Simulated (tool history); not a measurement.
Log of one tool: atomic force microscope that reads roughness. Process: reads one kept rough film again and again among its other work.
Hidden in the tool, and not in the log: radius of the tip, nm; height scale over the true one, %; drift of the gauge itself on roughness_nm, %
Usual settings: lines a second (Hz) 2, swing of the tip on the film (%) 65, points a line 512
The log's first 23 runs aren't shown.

run,day,lines a second (Hz),swing of the tip on the film (%),points a line,pictures with this tip,hours of work since the height scale was calibrated,roughness of the kept film (nm (root mean square))
24,20.779,2,83,512,65,940,1.585
25,21.442,2,83,512,89,952,1.578
26,22.083,2,73,987,113,964,1.633
27,23.225,2.4,73,987,154,985,1.597
# day 23.654: new tip fitted
28,24.142,2.4,80,987,18,1002,1.591
29,25.054,2.4,80,987,52,1019,1.587
30,25.829,2,65,708,80,1033,1.668
31,26.904,0.62,65,684,119,1053,1.706
32,27.904,0.62,65,684,156,1072,1.688
# day 28.3: new tip fitted
# day 28.342: height scale calibrated on a step standard
33,28.938,0.62,65,684,21,11,1.725
34,29.967,0.62,65,684,59,30,1.706
# day 30.779: height scale calibrated on a step standard, once more
35,31.042,0.54,81,276,97,5,1.701
36,31.992,1.4,74,512,132,23,1.673
# day 33.029: new tip fitted
37,33.129,3.41,63,634,4,43,1.685
38,33.904,3.41,63,634,32,58,1.677
39,34.442,3.41,63,634,52,68,1.667
40,35.179,0.57,76,680,79,82,1.722
41,36.05,0.57,76,697,111,98,1.711
42,37.012,0.74,76,256,146,116,1.69
# day 37.658: new tip fitted
43,37.658,0.74,76,256,0,127,1.73
44,38.546,2,56,471,32,144,1.733
45,39.592,2,56,471,70,163,1.716
46,40.35,1.78,60,423,98,177,1.704
47,41.242,2,74,335,131,194,1.634

4 ways to go on from here, each from the tool as it stands after run 47. What would each give?
# day 42.342: new tip fitted
A,42.425,0.81,58,655,3,216,?
# day 42.342: new tip fitted
B,42.425,0.61,56,336,3,216,?
# day 42.342: new tip fitted
C,42.425,2.83,65,512,3,216,?
# day 42.342: new tip fitted
D,42.425,0.86,87,420,3,216,?

run,roughness of the kept film (nm (root mean square))
A,1.756
B,1.768
C,1.687
D,1.687
Without the tool's hidden state the same runs would have given:
run,roughness of the kept film (nm (root mean square))
A,1.761
B,1.773
C,1.692
D,1.692
